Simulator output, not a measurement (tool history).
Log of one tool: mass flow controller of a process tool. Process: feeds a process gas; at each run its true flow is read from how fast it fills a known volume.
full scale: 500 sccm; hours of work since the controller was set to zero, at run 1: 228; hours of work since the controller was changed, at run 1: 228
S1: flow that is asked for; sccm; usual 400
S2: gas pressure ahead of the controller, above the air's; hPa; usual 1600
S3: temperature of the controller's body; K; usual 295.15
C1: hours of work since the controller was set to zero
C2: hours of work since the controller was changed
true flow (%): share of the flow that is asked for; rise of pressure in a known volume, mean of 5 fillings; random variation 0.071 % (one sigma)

{"run": 1, "hour": 0.0, "S1": 400, "S2": 1600, "S3": 295.15, "C1": 228, "C2": 228, "true flow (%)": 99.3}
{"run": 2, "hour": 98.5, "S1": 400, "S2": 1600, "S3": 295.15, "C1": 305, "C2": 305, "true flow (%)": 99.38}
{"run": 3, "hour": 181.3, "S1": 400, "S2": 1600, "S3": 295.15, "C1": 370, "C2": 370, "true flow (%)": 99.34}
{"run": 4, "hour": 285.0, "S1": 400, "S2": 1600, "S3": 295.15, "C1": 452, "C2": 452, "true flow (%)": 99.21}
{"run": 5, "hour": 371.0, "S1": 400, "S2": 1600, "S3": 295.15, "C1": 520, "C2": 520, "true flow (%)": 99.37}
{"run": 6, "hour": 468.7, "S1": 400, "S2": 1600, "S3": 295.15, "C1": 597, "C2": 597, "true flow (%)": 99.15}
{"run": 7, "hour": 567.4, "S1": 400, "S2": 2170, "S3": 295.15, "C1": 674, "C2": 674, "true flow (%)": 99.55}
{"run": 8, "hour": 650.8, "S1": 400, "S2": 1600, "S3": 295.15, "C1": 740, "C2": 740, "true flow (%)": 99.03}
{"run": 9, "hour": 805.1, "S1": 400, "S2": 1600, "S3": 295.15, "C1": 861, "C2": 861, "true flow (%)": 99.09}
{"run": 10, "hour": 960.5, "S1": 400, "S2": 1600, "S3": 295.15, "C1": 984, "C2": 984, "true flow (%)": 99.1}
{"run": 11, "hour": 1077.4, "S1": 400, "S2": 1600, "S3": 295.15, "C1": 1076, "C2": 1076, "true flow (%)": 98.79}
{"run": 12, "hour": 1159.5, "S1": 400, "S2": 1920, "S3": 295.15, "C1": 1140, "C2": 1140, "true flow (%)": 99.01}
{"run": 13, "hour": 1328.4, "S1": 400, "S2": 1600, "S3": 295.15, "C1": 1273, "C2": 1273, "true flow (%)": 98.81}
{"run": 14, "hour": 1405.3, "S1": 400, "S2": 1600, "S3": 295.15, "C1": 1334, "C2": 1334, "true flow (%)": 98.79}
{"run": 15, "hour": 1490.2, "S1": 400, "S2": 1600, "S3": 295.15, "C1": 1401, "C2": 1401, "true flow (%)": 98.88}
{"run": 16, "hour": 1625.8, "S1": 400, "S2": 1600, "S3": 301.15, "C1": 1508, "C2": 1508, "true flow (%)": 98.36}
{"run": 17, "hour": 1749.2, "S1": 400, "S2": 1600, "S3": 298.15, "C1": 1605, "C2": 1605, "true flow (%)": 98.55}
{"run": 18, "hour": 1919.3, "S1": 400, "S2": 1600, "S3": 298.15, "C1": 1739, "C2": 1739, "true flow (%)": 98.58}
{"run": 19, "hour": 2050.6, "S1": 50, "S2": 1600, "S3": 298.15, "C1": 1842, "C2": 1842, "true flow (%)": 93.48}
{"run": 20, "hour": 2218.7, "S1": 400, "S2": 2460, "S3": 295.15, "C1": 1975, "C2": 1975, "true flow (%)": 99.0}
{"run": 21, "hour": 2353.8, "S1": 232, "S2": 1410, "S3": 296.15, "C1": 2081, "C2": 2081, "true flow (%)": 97.27}
{"run": 22, "hour": 2488.5, "S1": 232, "S2": 1410, "S3": 296.15, "C1": 2187, "C2": 2187, "true flow (%)": 97.23}
{"run": 23, "hour": 2634.9, "S1": 232, "S2": 1410, "S3": 296.15, "C1": 2302, "C2": 2302, "true flow (%)": 97.16}
{"run": 24, "hour": 2719.0, "S1": 220, "S2": 2020, "S3": 306.15, "C1": 2369, "C2": 2369, "true flow (%)": 96.65}
{"run": 25, "hour": 2882.4, "S1": 86, "S2": 1590, "S3": 306.15, "C1": 2497, "C2": 2497, "true flow (%)": 94.01}
{"run": 26, "hour": 2967.7, "S1": 86, "S2": 1590, "S3": 306.15, "C1": 2564, "C2": 2564, "true flow (%)": 93.83}
{"run": 27, "hour": 3135.7, "S1": 212, "S2": 1840, "S3": 295.15, "C1": 2697, "C2": 2697, "true flow (%)": 96.87}
{"run": 28, "hour": 3219.2, "S1": 400, "S2": 1930, "S3": 301.15, "C1": 2762, "C2": 2762, "true flow (%)": 97.95}
{"run": 29, "hour": 3315.3, "S1": 215, "S2": 1930, "S3": 301.15, "C1": 2838, "C2": 2838, "true flow (%)": 96.39}
{"run": 30, "hour": 3398.3, "S1": 215, "S2": 1930, "S3": 301.15, "C1": 2903, "C2": 2903, "true flow (%)": 96.38}
{"run": 31, "hour": 3526.3, "S1": 267, "S2": 1600, "S3": 295.15, "C1": 3004, "C2": 3004, "true flow (%)": 97.12}
{"run": 32, "hour": 3694.2, "S1": 212, "S2": 1780, "S3": 300.15, "C1": 3136, "C2": 3136, "true flow (%)": 96.24}
{"run": 33, "hour": 3820.3, "S1": 124, "S2": 1430, "S3": 299.15, "C1": 3236, "C2": 3236, "true flow (%)": 94.44}
{"run": 34, "hour": 3975.6, "S1": 107, "S2": 2760, "S3": 296.15, "C1": 3358, "C2": 3358, "true flow (%)": 94.65}

Measured less the same run without the tool's hidden state. The same run-to-run variation is in both; the gauge's scatter may not be:
The hidden state here: flow at rest that the sensor doesn't see, % of full scale; true flow over the shown one, %; drift of the gauge itself on true_pct, %.
run=1 true_flow_(%)=-0.17
run=2 true_flow_(%)=-0.21
run=3 true_flow_(%)=-0.25
run=4 true_flow_(%)=-0.30
run=5 true_flow_(%)=-0.33
run=6 true_flow_(%)=-0.36
run=7 true_flow_(%)=-0.41
run=8 true_flow_(%)=-0.45
run=9 true_flow_(%)=-0.51
run=10 true_flow_(%)=-0.58
run=11 true_flow_(%)=-0.62
run=12 true_flow_(%)=-0.65
run=13 true_flow_(%)=-0.72
run=14 true_flow_(%)=-0.75
run=15 true_flow_(%)=-0.78
run=16 true_flow_(%)=-0.84
run=17 true_flow_(%)=-0.89
run=18 true_flow_(%)=-0.96
run=19 true_flow_(%)=-4.66
run=20 true_flow_(%)=-1.09
run=21 true_flow_(%)=-1.57
run=22 true_flow_(%)=-1.64
run=23 true_flow_(%)=-1.72
run=24 true_flow_(%)=-1.83
run=25 true_flow_(%)=-3.90
run=26 true_flow_(%)=-4.00
run=27 true_flow_(%)=-2.12
run=28 true_flow_(%)=-1.49
run=29 true_flow_(%)=-2.22
run=30 true_flow_(%)=-2.27
run=31 true_flow_(%)=-2.03
run=32 true_flow_(%)=-2.46
run=33 true_flow_(%)=-3.74
run=34 true_flow_(%)=-4.34
